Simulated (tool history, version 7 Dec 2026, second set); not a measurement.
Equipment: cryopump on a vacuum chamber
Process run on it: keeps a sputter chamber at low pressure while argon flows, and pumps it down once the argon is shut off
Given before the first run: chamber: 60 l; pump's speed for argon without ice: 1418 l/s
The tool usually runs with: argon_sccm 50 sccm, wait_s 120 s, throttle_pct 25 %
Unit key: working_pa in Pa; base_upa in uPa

run,hour,argon_sccm,wait_s,throttle_pct,working_pa,base_upa
1,0.0,50,120,25,0.2416,0.91
2,15.1,50,120,25,0.2429,0.93
3,41.3,50,120,25,0.2431,0.90
4,58.4,50,120,18,0.3362,0.90
5,70.9,97,120,18,0.6505,0.91
6,89.0,97,120,18,0.6545,0.94
7,100.5,50,120,20,0.3029,0.94
8,117.5,50,120,20,0.3037,0.91
9,130.6,50,120,20,0.3033,0.97
10,150.2,50,120,20,0.3030,0.95
11,173.7,50,120,20,0.3046,0.96
12,185.1,50,120,28,0.2185,0.96
13,196.9,85,120,25,0.4155,0.97
14,214.0,50,204,25,0.2441,0.78
15,241.5,50,204,25,0.2446,0.77
16,259.5,50,120,48,0.1307,0.93
17,282.1,50,120,48,0.1308,0.98
18,309.0,23,42,18,0.1555,1.86
19,332.4,23,42,18,0.1561,1.83
20,357.8,23,42,18,0.1550,1.85
21,371.9,24,36,25,0.1188,2.11
22,398.7,24,70,46,0.0660,1.33
23,411.4,50,45,23,0.2667,1.76
24,427.4,51,27,25,0.2518,2.65
25,454.9,51,27,25,0.2529,2.67
# hour 474.0: pump warmed up, emptied and cooled again
26,480.7,51,27,25,0.2445,2.50
27,493.3,51,155,25,0.2440,0.85
28,508.4,62,65,47,0.1585,1.37
29,534.5,46,45,17,0.3231,1.74
30,557.4,46,45,17,0.3236,1.75
31,572.6,46,45,35,0.1581,1.72
32,593.8,41,120,21,0.2347,0.96
33,611.5,41,120,21,0.2335,0.99

Pick out some run-to-run changes in working_pa. Of each, how much would a tool without hidden state show as well, from the settings, what came in and chance, and how much is left for the hidden state and any gauge scatter not in both results compared?
The tool's hidden condition here consists of: pump's speed, % of a pump's without ice; cold plate's temperature, K; leak into the chamber, uPa l/s; drift of the gauge itself on working_pa, %; drift of the gauge itself on base_upa, %.
Run 4 -> 5: argon_sccm 50 -> 97. working_pa +0.3143 Pa: hidden state +0.0046, all else +0.3097.
Run 6 -> 7: argon_sccm 97 -> 50, throttle_pct 18 -> 20. working_pa -0.3516 Pa: hidden state -0.0046, all else -0.3470.
Run 22 -> 23: argon_sccm 24 -> 50, wait_s 70 -> 45, throttle_pct 46 -> 23. working_pa +0.2007 Pa: hidden state +0.0045, all else +0.1962.
Run 25 -> 26: pump warmed up, emptied and cooled again. working_pa -0.0084 Pa: hidden state -0.0084, all else +0.0000.
